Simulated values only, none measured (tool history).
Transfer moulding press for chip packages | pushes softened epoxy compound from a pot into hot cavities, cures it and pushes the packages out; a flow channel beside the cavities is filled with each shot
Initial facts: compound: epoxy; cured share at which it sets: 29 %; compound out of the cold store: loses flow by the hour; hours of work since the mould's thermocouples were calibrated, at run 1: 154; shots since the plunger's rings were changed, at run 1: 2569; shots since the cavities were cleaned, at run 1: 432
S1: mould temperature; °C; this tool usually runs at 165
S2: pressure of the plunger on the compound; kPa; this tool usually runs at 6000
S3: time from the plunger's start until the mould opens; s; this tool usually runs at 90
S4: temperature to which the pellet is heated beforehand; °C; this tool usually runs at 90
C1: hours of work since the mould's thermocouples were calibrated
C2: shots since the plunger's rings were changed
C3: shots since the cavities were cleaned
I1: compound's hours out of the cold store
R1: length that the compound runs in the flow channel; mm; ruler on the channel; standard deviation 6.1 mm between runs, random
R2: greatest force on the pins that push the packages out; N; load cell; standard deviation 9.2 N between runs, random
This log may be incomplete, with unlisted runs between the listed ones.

run	hour	S1	S2	S3	S4	C1	C2	C3	I1	R1	R2
1	0.0	165	6000	90	90	154	2569	432	28.2	648	753
2	19.4	165	6000	90	90	165	2782	645	26.2	664	850
3	42.5	165	6000	90	90	177	3036	899	9.5	694	860
# hour 59.5: cavities cleaned with cleaning compound and waxed
4	79.9	165	6000	90	90	197	3431	224	45.6	600	607
5	106.3	165	6000	90	90	211	3720	513	34.4	622	763
6	142.6	165	6940	90	90	231	4120	913	34.4	657	837
# hour 160.9: cavities cleaned with cleaning compound and waxed
7	180.1	165	6940	90	90	251	4516	211	27.7	684	606
8	207.4	165	6000	121	90	266	4816	511	29.8	609	617
9	224.0	165	6000	72	90	275	4998	693	20.6	640	1380
10	253.9	165	6000	90	90	291	5326	1021	36.6	586	865
# hour 260.3: cavities cleaned with cleaning compound and waxed
11	291.8	165	6000	124	90	311	5727	347	9.6	655	563
12	309.9	165	4700	90	90	321	5925	545	47.2	501	749
13	333.6	165	6220	90	90	334	6186	806	41.1	583	821
# hour 360.8: cavities cleaned with cleaning compound and waxed
14	360.8	165	4770	90	90	348	6469	0	20.8	550	421
15	383.8	165	4770	93	87	361	6722	253	16.8	562	613
# hour 393.2: plunger's sealing rings changed
16	411.8	165	4770	93	87	375	205	533	26.0	595	723
17	429.8	165	4770	93	87	384	402	730	39.3	573	755
18	455.8	165	4770	93	87	399	688	1016	29.8	586	796
# hour 464.5: cavities cleaned with cleaning compound and waxed
19	488.4	165	6000	117	90	416	1030	263	34.7	645	531
20	505.9	165	6000	117	90	425	1222	455	42.9	608	575
21	534.2	165	6000	117	90	441	1533	766	39.4	626	664
22	558.6	165	4620	90	98	454	1801	1034	38.6	552	827
# hour 563.8: cavities cleaned with cleaning compound and waxed
23	591.2	165	6000	70	84	471	2143	301	30.8	638	1198
24	608.9	165	6000	70	84	481	2338	496	25.9	642	1399
25	630.9	165	6000	70	84	493	2579	737	37.7	610	1427
# hour 653.3: mould's thermocouples calibrated
26	658.2	168	6000	70	92	3	2857	1015	9.8	688	1358
# hour 666.4: cavities cleaned with cleaning compound and waxed
27	687.0	157	4670	103	90	18	3157	226	8.6	633	868

5 ways to go on from here, each from the tool as it stands after run 27. What would each give?
A	712.4	166	6000	90	90	31	3436	505	34.3	?	?
B	712.4	165	6970	90	90	31	3436	505	33.6	?	?
C	712.4	160	6990	103	91	31	3436	505	9.6	?	?
D	712.4	171	5550	103	100	31	3436	505	26.4	?	?
E	712.4	165	5270	90	94	31	3436	505	17.4	?	?

run	R1	R2
A	613	736
B	682	776
C	765	801
D	595	598
E	625	788
With no hidden state in the tool, these same runs would have given:
run	R1	R2
A	647	390
B	720	416
C	808	427
D	628	318
E	660	423
